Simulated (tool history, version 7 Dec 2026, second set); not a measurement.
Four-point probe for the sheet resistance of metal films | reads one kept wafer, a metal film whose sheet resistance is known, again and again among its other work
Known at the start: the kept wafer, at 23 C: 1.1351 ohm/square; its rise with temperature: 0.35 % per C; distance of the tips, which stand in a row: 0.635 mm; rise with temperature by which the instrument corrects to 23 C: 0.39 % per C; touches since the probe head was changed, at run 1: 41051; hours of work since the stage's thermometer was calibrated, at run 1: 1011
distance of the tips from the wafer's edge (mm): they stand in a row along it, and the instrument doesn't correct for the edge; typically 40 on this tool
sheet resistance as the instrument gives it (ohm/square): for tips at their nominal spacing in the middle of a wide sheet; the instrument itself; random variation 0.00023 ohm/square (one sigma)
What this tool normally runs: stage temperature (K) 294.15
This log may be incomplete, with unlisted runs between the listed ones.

run    hour  stage temperature (K)  distance of the tips from the wafer's edge (mm)  touches since the probe head was changed  hours of work since the stage's thermometer was calibrated  sheet resistance as the instrument gives it (ohm/square)
  1       0                 294.15                                               40                                     41051                                                        1011                                                  1.136164
  2    52.3                 308.15                                               40                                     42435                                                        1039                                                  1.129734
  3    98.4                 308.15                                               40                                     43655                                                        1064                                                  1.130216
  4   146.6                 308.15                                               40                                     44929                                                        1090                                                  1.129751
  5   194.2                 294.15                                               40                                     46186                                                        1116                                                  1.135862
  6   238.1                 294.15                                               40                                     47349                                                        1140                                                  1.136194
  7   309.8                 295.15                                               40                                     49245                                                        1179                                                   1.13577
  8     346                 294.15                                               40                                     50202                                                        1198                                                  1.136327
  9   407.5                 294.15                                               40                                     51830                                                        1232                                                  1.136269
 10   441.5                 294.15                                                7                                     52728                                                        1250                                                   1.14068
 11   497.5                 298.15                                               40                                     54211                                                        1280                                                   1.13433
 12   536.7                 298.15                                               40                                     55246                                                        1301                                                  1.134733
      548.8  -- stage's thermometer calibrated
 13   602.7                 298.15                                               47                                     56979                                                          29                                                  1.134018
 14   634.5                 298.15                                               47                                     57819                                                          46                                                  1.134066
 15   709.4                 293.15                                                8                                     59801                                                          87                                                  1.140217
 16   761.2                 293.15                                                8                                     61171                                                         115                                                  1.140214
 17   818.1                 295.15                                                8                                     62675                                                         146                                                  1.139308
 18   887.1                 295.15                                                8                                     64502                                                         183                                                  1.139636
 19   929.2                 299.15                                               63                                     65614                                                         206                                                  1.133711
 20   984.5                 301.15                                               64                                     67078                                                         236                                                  1.132983
 21  1048.7                 295.15                                               15                                     68775                                                         271                                                  1.136557
 22    1102                 295.15                                               15                                     70184                                                         300                                                  1.136678
 23  1150.1                 295.15                                                5                                     71458                                                         326                                                  1.145387
 24  1188.5                 295.15                                                5                                     72472                                                         346                                                  1.144943

For each entry between runs, how does the tool's hidden state at the last listed run before it compare with that at the first listed run after it?
Between runs 12 and 13: stage's thermometer calibrated (hour 548.8)
  wafer's true temperature over the reading, C: 0.01 -> 0
